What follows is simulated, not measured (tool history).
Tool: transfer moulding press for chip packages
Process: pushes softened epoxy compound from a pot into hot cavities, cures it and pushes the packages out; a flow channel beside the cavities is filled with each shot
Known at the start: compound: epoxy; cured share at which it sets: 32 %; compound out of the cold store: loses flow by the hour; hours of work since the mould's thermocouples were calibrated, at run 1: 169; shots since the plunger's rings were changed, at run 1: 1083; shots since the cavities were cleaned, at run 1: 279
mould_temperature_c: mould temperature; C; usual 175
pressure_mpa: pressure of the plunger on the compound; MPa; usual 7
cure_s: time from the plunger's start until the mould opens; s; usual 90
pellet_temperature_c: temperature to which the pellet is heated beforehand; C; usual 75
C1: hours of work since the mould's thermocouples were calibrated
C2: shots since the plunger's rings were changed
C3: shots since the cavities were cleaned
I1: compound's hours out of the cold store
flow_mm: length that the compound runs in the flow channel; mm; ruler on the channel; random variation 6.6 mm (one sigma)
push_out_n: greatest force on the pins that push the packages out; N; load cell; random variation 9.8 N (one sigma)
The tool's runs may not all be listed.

run 1 hour=0.0 | mould_temperature_c=175 pressure_mpa=7 cure_s=90 pellet_temperature_c=75 | C1=169 C2=1083 C3=279 | I1=39.3 | flow_mm=614 push_out_n=512
run 2 hour=22.0 | mould_temperature_c=175 pressure_mpa=7 cure_s=90 pellet_temperature_c=75 | C1=182 C2=1322 C3=518 | I1=8.3 | flow_mm=751 push_out_n=655
-- hour=37.5 cavities cleaned with cleaning compound and waxed
run 3 hour=58.3 | mould_temperature_c=175 pressure_mpa=7 cure_s=90 pellet_temperature_c=75 | C1=203 C2=1699 C3=225 | I1=35.4 | flow_mm=638 push_out_n=663
-- hour=101.2 cavities cleaned with cleaning compound and waxed
run 4 hour=102.9 | mould_temperature_c=175 pressure_mpa=7 cure_s=90 pellet_temperature_c=75 | C1=229 C2=2167 C3=18 | I1=21.9 | flow_mm=685 push_out_n=439
run 5 hour=141.5 | mould_temperature_c=175 pressure_mpa=7 cure_s=90 pellet_temperature_c=75 | C1=252 C2=2586 C3=437 | I1=8.9 | flow_mm=735 push_out_n=593
-- hour=160.4 cavities cleaned with cleaning compound and waxed, once more
run 6 hour=163.4 | mould_temperature_c=175 pressure_mpa=7 cure_s=90 pellet_temperature_c=75 | C1=264 C2=2807 C3=32 | I1=10.6 | flow_mm=727 push_out_n=489
-- hour=169.5 plunger's sealing rings changed
run 7 hour=204.6 | mould_temperature_c=175 pressure_mpa=7 cure_s=90 pellet_temperature_c=75 | C1=288 C2=381 C3=452 | I1=13.8 | flow_mm=744 push_out_n=608
-- hour=225.0 cavities cleaned with cleaning compound and waxed
run 8 hour=247.4 | mould_temperature_c=175 pressure_mpa=7 cure_s=90 pellet_temperature_c=75 | C1=313 C2=830 C3=243 | I1=36.8 | flow_mm=648 push_out_n=494
-- hour=286.6 cavities cleaned with cleaning compound and waxed
run 9 hour=292.7 | mould_temperature_c=175 pressure_mpa=7 cure_s=90 pellet_temperature_c=75 | C1=339 C2=1305 C3=67 | I1=20.7 | flow_mm=696 push_out_n=475
run 10 hour=335.0 | mould_temperature_c=175 pressure_mpa=7 cure_s=90 pellet_temperature_c=75 | C1=364 C2=1763 C3=525 | I1=13.5 | flow_mm=722 push_out_n=609
-- hour=350.6 cavities cleaned with cleaning compound and waxed
run 11 hour=366.0 | mould_temperature_c=175 pressure_mpa=7 cure_s=90 pellet_temperature_c=75 | C1=382 C2=2083 C3=167 | I1=44.9 | flow_mm=586 push_out_n=456
run 12 hour=407.9 | mould_temperature_c=175 pressure_mpa=7 cure_s=90 pellet_temperature_c=75 | C1=407 C2=2538 C3=622 | I1=28.9 | flow_mm=649 push_out_n=575
-- hour=415.3 cavities cleaned with cleaning compound and waxed
-- hour=440.4 plunger's sealing rings changed
run 13 hour=450.9 | mould_temperature_c=172 pressure_mpa=7 cure_s=90 pellet_temperature_c=75 | C1=431 C2=113 C3=359 | I1=13.8 | flow_mm=764 push_out_n=706

The next listed run, before its measurement:
-- hour=480.6 cavities cleaned with cleaning compound and waxed
run 14 hour=484.2 | mould_temperature_c=172 pressure_mpa=7 cure_s=90 pellet_temperature_c=75 | C1=450 C2=458 C3=39 | I1=28.8 | flow_mm=? push_out_n=?

{"run 14": {"flow_mm": 689, "push_out_n": 526}}
Without the tool's hidden state the same run would have given flow_mm 695 mm, push_out_n 514 N.
